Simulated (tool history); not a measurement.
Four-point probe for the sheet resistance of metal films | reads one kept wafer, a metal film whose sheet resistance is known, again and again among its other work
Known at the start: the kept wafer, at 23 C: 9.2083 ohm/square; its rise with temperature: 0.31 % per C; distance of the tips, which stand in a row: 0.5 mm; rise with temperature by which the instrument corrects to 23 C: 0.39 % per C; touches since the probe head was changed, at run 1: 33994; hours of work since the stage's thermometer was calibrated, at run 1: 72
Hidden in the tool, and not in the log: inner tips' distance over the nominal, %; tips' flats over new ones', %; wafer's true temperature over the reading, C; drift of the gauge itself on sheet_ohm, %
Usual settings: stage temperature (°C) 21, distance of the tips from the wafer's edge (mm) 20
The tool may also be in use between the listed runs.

| run | hour | stage temperature (°C) | distance of the tips from the wafer's edge (mm) | touches since the probe head was changed | hours of work since the stage's thermometer was calibrated | sheet resistance as the instrument gives it (ohm/square) |
|---|---|---|---|---|---|---|
| 1 | 0.0 | 21 | 20 | 33994 | 72 | 9.278606 |
| 2 | 13.4 | 21 | 20 | 34614 | 81 | 9.280602 |
| 3 | 27.8 | 21 | 20 | 35283 | 92 | 9.279261 |
| 4 | 41.6 | 21 | 20 | 35923 | 102 | 9.284787 |
| 5 | 53.9 | 21 | 33 | 36497 | 111 | 9.274618 |
| 6 | 71.0 | 21 | 33 | 37289 | 123 | 9.279362 |
| 7 | 85.6 | 21 | 5 | 37969 | 134 | 9.326773 |
| 8 | 101.0 | 21 | 20 | 38681 | 145 | 9.283624 |
| 9 | 112.6 | 21 | 20 | 39222 | 153 | 9.284426 |
| 10 | 132.7 | 21 | 20 | 40154 | 168 | 9.286191 |
| 11 | 154.5 | 21 | 20 | 41165 | 183 | 9.284478 |
| 12 | 164.5 | 21 | 20 | 41629 | 191 | 9.287448 |
| 13 | 175.6 | 24 | 42 | 42143 | 199 | 9.258339 |
| 14 | 196.2 | 24 | 42 | 43100 | 214 | 9.262295 |
| 15 | 213.3 | 24 | 42 | 43893 | 226 | 9.259480 |
| 16 | 226.0 | 24 | 42 | 44483 | 235 | 9.260166 |
| 17 | 237.0 | 30 | 71 | 44997 | 243 | 9.212053 |
| 18 | 253.5 | 30 | 71 | 45763 | 255 | 9.213189 |
| 19 | 263.5 | 30 | 71 | 46226 | 262 | 9.212359 |
| 20 | 275.7 | 30 | 71 | 46790 | 271 | 9.215295 |
| 21 | 286.6 | 26 | 21 | 47298 | 279 | 9.250888 |
| 22 | 305.9 | 26 | 21 | 48196 | 293 | 9.249551 |
| 23 | 320.4 | 21 | 63 | 48869 | 303 | 9.292574 |
| 24 | 329.6 | 21 | 63 | 49295 | 310 | 9.290699 |

3 ways to go on from here, each from the tool as it stands after run 24. What would each give?
| A | 342.7 | 21 | 15 | 49904 | 320 | ? |
| B | 342.7 | 32 | 63 | 49904 | 320 | ? |
| C | 342.7 | 21 | 20 | 49904 | 320 | ? |

| run | sheet resistance as the instrument gives it (ohm/square) |
|---|---|
| A | 9.292971 |
| B | 9.204892 |
| C | 9.290187 |
Without the tool's hidden state the same runs would have given:
| run | sheet resistance as the instrument gives it (ohm/square) |
|---|---|
| A | 9.227164 |
| B | 9.139855 |
| C | 9.224399 |

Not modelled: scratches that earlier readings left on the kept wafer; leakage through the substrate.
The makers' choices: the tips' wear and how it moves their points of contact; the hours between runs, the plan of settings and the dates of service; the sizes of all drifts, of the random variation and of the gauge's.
